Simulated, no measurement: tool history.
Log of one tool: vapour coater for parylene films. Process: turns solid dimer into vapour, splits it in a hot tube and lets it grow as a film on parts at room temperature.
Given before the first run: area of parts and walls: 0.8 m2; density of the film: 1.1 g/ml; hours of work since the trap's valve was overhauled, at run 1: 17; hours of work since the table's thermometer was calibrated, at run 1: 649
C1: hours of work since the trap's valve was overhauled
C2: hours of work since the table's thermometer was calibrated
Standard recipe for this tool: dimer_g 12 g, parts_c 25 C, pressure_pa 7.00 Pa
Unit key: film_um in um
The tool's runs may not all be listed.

Run 1, hour 0.0: usual settings; C1 17; C2 649. Result: film_um 9.87 um.
Run 2, hour 44.2: usual settings; C1 42; C2 674. Result: film_um 9.82 um.
Run 3, hour 85.5: usual settings; C1 65; C2 697. Result: film_um 9.73 um.
Run 4, hour 120.0: usual settings but dimer_g 6 g; C1 85; C2 717. Result: film_um 4.87 um.
Run 5, hour 155.7: usual settings but dimer_g 6 g; C1 105; C2 737. Result: film_um 4.86 um.
Run 6, hour 198.6: usual settings but dimer_g 11 g; C1 130; C2 762. Result: film_um 8.84 um.
Run 7, hour 243.9: usual settings but dimer_g 11 g; C1 155; C2 787. Result: film_um 8.88 um.
Run 8, hour 278.1: usual settings but dimer_g 11 g, parts_c 24 C; C1 175; C2 807. Result: film_um 9.17 um.
Run 9, hour 323.6: usual settings; C1 200; C2 832. Result: film_um 9.71 um.
Run 10, hour 368.2: usual settings; C1 226; C2 858. Result: film_um 9.65 um.
Run 11, hour 410.0: usual settings; C1 249; C2 881. Result: film_um 9.58 um.
Run 12, hour 449.8: usual settings but dimer_g 8 g, pressure_pa 4.85 Pa; C1 272; C2 904. Result: film_um 6.91 um.
Run 13, hour 480.7: usual settings but dimer_g 9 g, parts_c 30 C, pressure_pa 10.39 Pa; C1 290; C2 922. Result: film_um 5.66 um.
Run 14, hour 514.6: usual settings but dimer_g 14 g, parts_c 30 C, pressure_pa 2.94 Pa; C1 309; C2 941. Result: film_um 11.52 um.
Run 15, hour 535.1: usual settings but parts_c 27 C; C1 320; C2 952. Result: film_um 8.93 um.
Run 16, hour 579.6: usual settings but parts_c 23 C, pressure_pa 8.90 Pa; C1 346; C2 978. Result: film_um 9.75 um.
Run 17, hour 609.4: usual settings but parts_c 23 C, pressure_pa 8.90 Pa; C1 362; C2 995. Result: film_um 9.60 um.
Run 18, hour 654.6: usual settings but dimer_g 7 g; C1 388; C2 1020. Result: film_um 5.57 um.
Run 19, hour 678.6: usual settings but dimer_g 7 g; C1 402; C2 1034. Result: film_um 5.56 um.
At hour 718.4: trap's valve overhauled.
Run 20, hour 721.1: usual settings but dimer_g 16 g, parts_c 28 C, pressure_pa 6.08 Pa; C1 2; C2 1056. Result: film_um 11.99 um.
Run 21, hour 765.5: usual settings but dimer_g 18 g; C1 27; C2 1081. Result: film_um 14.33 um.

Across each entry between runs, compare the hidden state at the last listed run before it with the hidden state at the first listed run after it:
Run 19 -> run 20: trap's valve overhauled (hour 718.4)
  vapour lost through the trap's worn valve, %: 0.3 -> 0; drift of the gauge itself on film_um, %: -2.25 -> -2.38
  measured result minus the result with no hidden state, film_um: -0.15 -> -0.30 um

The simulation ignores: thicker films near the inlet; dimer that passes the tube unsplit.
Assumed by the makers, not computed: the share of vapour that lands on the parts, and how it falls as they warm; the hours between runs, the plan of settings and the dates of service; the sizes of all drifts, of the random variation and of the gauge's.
